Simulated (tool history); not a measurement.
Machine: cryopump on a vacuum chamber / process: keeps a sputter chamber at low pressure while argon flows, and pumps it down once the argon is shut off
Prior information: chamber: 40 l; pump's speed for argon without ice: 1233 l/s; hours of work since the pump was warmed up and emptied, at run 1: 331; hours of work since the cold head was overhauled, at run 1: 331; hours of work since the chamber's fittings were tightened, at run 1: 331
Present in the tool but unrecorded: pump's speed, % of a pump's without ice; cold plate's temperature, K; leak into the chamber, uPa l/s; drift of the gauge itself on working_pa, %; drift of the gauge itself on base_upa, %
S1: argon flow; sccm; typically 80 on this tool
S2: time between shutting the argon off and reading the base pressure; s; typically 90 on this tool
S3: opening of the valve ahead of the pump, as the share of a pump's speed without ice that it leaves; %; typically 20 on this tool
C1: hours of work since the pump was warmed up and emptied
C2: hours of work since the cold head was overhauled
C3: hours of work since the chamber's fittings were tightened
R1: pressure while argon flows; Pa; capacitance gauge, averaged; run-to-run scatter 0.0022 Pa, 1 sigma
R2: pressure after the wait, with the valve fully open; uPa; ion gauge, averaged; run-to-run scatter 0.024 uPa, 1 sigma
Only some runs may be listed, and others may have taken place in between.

run	hour	S1	S2	S3	C1	C2	C3	R1	R2
1	0.0	80	90	20	331	331	331	0.5595	1.86
2	10.7	80	90	20	340	340	340	0.5594	1.83
3	26.2	32	90	20	352	352	352	0.2228	1.94
4	36.4	32	90	20	360	360	360	0.2227	1.96
5	57.8	32	90	20	378	378	378	0.2226	1.99
6	69.5	32	90	20	387	387	387	0.2237	1.97
7	83.8	80	90	20	399	399	399	0.5620	1.99
8	103.1	80	90	20	415	415	415	0.5628	2.09
9	121.1	80	90	20	429	429	429	0.5629	2.19
10	145.2	80	90	20	449	449	449	0.5661	2.19
11	165.2	80	90	20	465	465	465	0.5615	2.24
12	175.9	80	90	51	474	474	474	0.2314	2.25
13	192.5	80	90	51	487	487	487	0.2326	2.35
14	203.6	62	90	20	496	496	496	0.4391	2.44
15	218.7	49	90	45	509	509	509	0.1596	2.42
16	236.2	49	55	24	523	523	523	0.2942	2.79
17	250.0	49	171	35	534	534	534	0.2049	2.19
18	263.4	49	171	35	545	545	545	0.2034	2.24
19	278.1	49	171	35	557	557	557	0.2046	2.21
20	291.8	62	257	24	568	568	568	0.3700	2.25
21	305.7	62	257	24	579	579	579	0.3707	2.24
22	315.9	39	124	17	588	588	588	0.3283	2.46
23	333.1	112	144	22	602	602	602	0.7303	2.47
24	355.8	160	28	46	620	620	620	0.5259	4.48

Below are 4 alternative next runs, each starting from the tool's condition after run 24. Predict each:
A	369.0	80	90	54	631	631	631	?	?
B	369.0	80	180	53	631	631	631	?	?
C	369.0	80	90	46	631	631	631	?	?
D	369.0	80	279	40	631	631	631	?	?

run	R1	R2
A	0.2265	2.82
B	0.2319	2.50
C	0.2615	2.83
D	0.2991	2.35
Without the tool's unlogged condition, the same runs would have read:
run	R1	R2
A	0.2027	0.91
B	0.2080	0.57
C	0.2377	0.92
D	0.2753	0.43
